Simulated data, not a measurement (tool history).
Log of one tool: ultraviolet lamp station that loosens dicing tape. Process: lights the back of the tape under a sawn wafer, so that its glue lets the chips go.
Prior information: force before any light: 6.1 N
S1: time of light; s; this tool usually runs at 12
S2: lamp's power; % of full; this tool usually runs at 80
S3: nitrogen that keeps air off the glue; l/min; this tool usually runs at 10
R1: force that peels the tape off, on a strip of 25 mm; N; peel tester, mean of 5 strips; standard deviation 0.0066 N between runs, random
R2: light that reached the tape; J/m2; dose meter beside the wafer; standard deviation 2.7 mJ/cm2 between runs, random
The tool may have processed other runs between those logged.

run 1 hour=0.0 | S1=12 S2=80 S3=10 | R1=0.368 R2=3080
run 2 hour=44.0 | S1=18 S2=80 S3=10 | R1=0.137 R2=4510
run 3 hour=77.7 | S1=18 S2=80 S3=10 | R1=0.141 R2=4440
run 4 hour=127.4 | S1=18 S2=80 S3=10 | R1=0.157 R2=4320
run 5 hour=151.4 | S1=18 S2=80 S3=10 | R1=0.164 R2=4270
run 6 hour=179.7 | S1=18 S2=80 S3=10 | R1=0.156 R2=4170
run 7 hour=209.3 | S1=18 S2=80 S3=10 | R1=0.170 R2=4140
run 8 hour=256.8 | S1=18 S2=80 S3=10 | R1=0.187 R2=4020
run 9 hour=301.6 | S1=12 S2=80 S3=10 | R1=0.537 R2=2630
-- hour=315.9 window cleaned of glue's vapour
run 10 hour=358.3 | S1=12 S2=80 S3=10 | R1=0.469 R2=2760
run 11 hour=397.4 | S1=12 S2=97 S3=10 | R1=0.319 R2=3330
run 12 hour=445.1 | S1=12 S2=97 S3=10 | R1=0.351 R2=3160
run 13 hour=491.0 | S1=12 S2=80 S3=10 | R1=0.565 R2=2560
run 14 hour=529.8 | S1=12 S2=80 S3=17 | R1=0.373 R2=2500
run 15 hour=580.0 | S1=12 S2=80 S3=17 | R1=0.416 R2=2450
-- hour=583.5 lamp changed
run 16 hour=617.2 | S1=12 S2=87 S3=17 | R1=0.131 R2=3900
run 17 hour=654.0 | S1=12 S2=87 S3=17 | R1=0.133 R2=3850
run 18 hour=706.3 | S1=12 S2=87 S3=17 | R1=0.141 R2=3770
run 19 hour=732.8 | S1=12 S2=87 S3=17 | R1=0.133 R2=3680
run 20 hour=780.1 | S1=12 S2=87 S3=17 | R1=0.146 R2=3580
run 21 hour=811.2 | S1=12 S2=65 S3=17 | R1=0.327 R2=2630
run 22 hour=859.8 | S1=17 S2=92 S3=8 | R1=0.125 R2=5160
run 23 hour=897.8 | S1=15 S2=76 S3=8 | R1=0.300 R2=3710
run 24 hour=927.6 | S1=15 S2=67 S3=15 | R1=0.222 R2=3220
run 25 hour=963.2 | S1=15 S2=67 S3=15 | R1=0.238 R2=3100
run 26 hour=1001.3 | S1=12 S2=75 S3=5 | R1=0.885 R2=2770
run 27 hour=1027.4 | S1=12 S2=75 S3=5 | R1=0.885 R2=2750
run 28 hour=1056.7 | S1=7 S2=85 S3=3 | R1=2.247 R2=1790
run 29 hour=1081.1 | S1=12 S2=69 S3=19 | R1=0.378 R2=2450
-- hour=1093.5 window cleaned of glue's vapour
run 30 hour=1108.0 | S1=12 S2=69 S3=19 | R1=0.317 R2=2610
run 31 hour=1133.9 | S1=12 S2=69 S3=19 | R1=0.309 R2=2580
run 32 hour=1158.8 | S1=12 S2=69 S3=19 | R1=0.334 R2=2490
run 33 hour=1214.0 | S1=23 S2=94 S3=6 | R1=0.095 R2=6410
run 34 hour=1236.8 | S1=18 S2=80 S3=5 | R1=0.358 R2=4180
run 35 hour=1284.6 | S1=14 S2=92 S3=6 | R1=0.399 R2=3630
run 36 hour=1323.3 | S1=18 S2=82 S3=6 | R1=0.304 R2=4100
run 37 hour=1350.7 | S1=18 S2=97 S3=3 | R1=0.434 R2=4740
run 38 hour=1373.6 | S1=12 S2=92 S3=13 | R1=0.297 R2=2990
run 39 hour=1396.3 | S1=12 S2=92 S3=13 | R1=0.322 R2=2920
-- hour=1440.4 lamp changed
run 40 hour=1440.4 | S1=12 S2=92 S3=13 | R1=0.143 R2=4070
run 41 hour=1490.4 | S1=12 S2=92 S3=13 | R1=0.136 R2=4000
run 42 hour=1525.2 | S1=12 S2=92 S3=4 | R1=0.536 R2=3920

A few steps of R1 between consecutive runs. Split each: what settings, incoming material and random variation would produce without the hidden state, and what is left over for the hidden state, along with gauge scatter present in only one of the two compared results (measured, and without hidden state):
Hidden state present: lamp's light, % of a new lamp's; light that the window lets through, % of a clean one's; drift of the gauge itself on peel_n, %; drift of the gauge itself on dose_mj_cm2, %.
Run 15 -> 16: S2 80 -> 87, lamp changed. R1 -0.285 N: hidden state -0.262, all else -0.023.
Run 25 -> 26: S1 15 -> 12, S2 67 -> 75, S3 15 -> 5. R1 +0.647 N: hidden state +0.242, all else +0.405.
Run 27 -> 28: S1 12 -> 7, S2 75 -> 85, S3 5 -> 3. R1 +1.362 N: hidden state +0.237, all else +1.125.
Run 28 -> 29: S1 7 -> 12, S2 85 -> 69, S3 3 -> 19. R1 -1.869 N: hidden state -0.405, all else -1.464.

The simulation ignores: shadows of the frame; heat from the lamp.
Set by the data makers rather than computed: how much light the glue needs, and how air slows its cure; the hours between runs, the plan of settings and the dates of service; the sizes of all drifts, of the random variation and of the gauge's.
